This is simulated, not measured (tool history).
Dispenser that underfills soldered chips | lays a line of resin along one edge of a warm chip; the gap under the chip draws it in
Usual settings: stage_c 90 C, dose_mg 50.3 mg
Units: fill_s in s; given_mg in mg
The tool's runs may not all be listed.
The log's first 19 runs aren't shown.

run	day	stage_c	dose_mg	fill_s	given_mg
# day 4.483: dispensing valve cleaned and set on the balance
20	4.617	90	47.2	155.7	46.92
# day 4.688: new syringe of resin
21	4.912	90	47.2	120.4	47.01
# day 5.221: new syringe of resin
22	5.221	92	50.7	80.9	49.79
23	5.421	92	50.7	102.0	49.83
24	5.679	92	50.7	141.5	49.50
# day 5.750: new syringe of resin
25	5.942	92	50.7	104.4	49.33
26	6.192	92	50.7	140.6	48.85
# day 6.271: new syringe of resin
27	6.525	92	50.7	109.5	48.54
28	6.721	90	62.3	146.2	59.59
# day 6.804: new syringe of resin
29	6.875	79	62.7	157.4	60.23
30	7.062	104	55.5	66.5	53.10
# day 7.329: new syringe of resin
31	7.400	75	54.6	188.2	51.79
32	7.704	82	59.7	196.2	56.28
# day 7.854: new syringe of resin
33	7.854	82	59.7	122.0	56.48
34	8.092	94	50.2	100.0	47.05
# day 8.388: new syringe of resin
35	8.388	100	62.3	55.7	58.36
36	8.700	100	62.3	82.7	57.68

Forecast each of these 3 alternatives for the next run:
A	8.888	95	62.3	?	?
B	8.888	90	55.5	?	?
C	8.888	79	47.6	?	?

run	fill_s	given_mg
A	125.5	57.10
B	160.4	51.51
C	269.8	44.46
Without the tool's hidden state the same runs would have given:
run	fill_s	given_mg
A	67.5	61.86
B	85.3	55.80
C	141.8	48.17
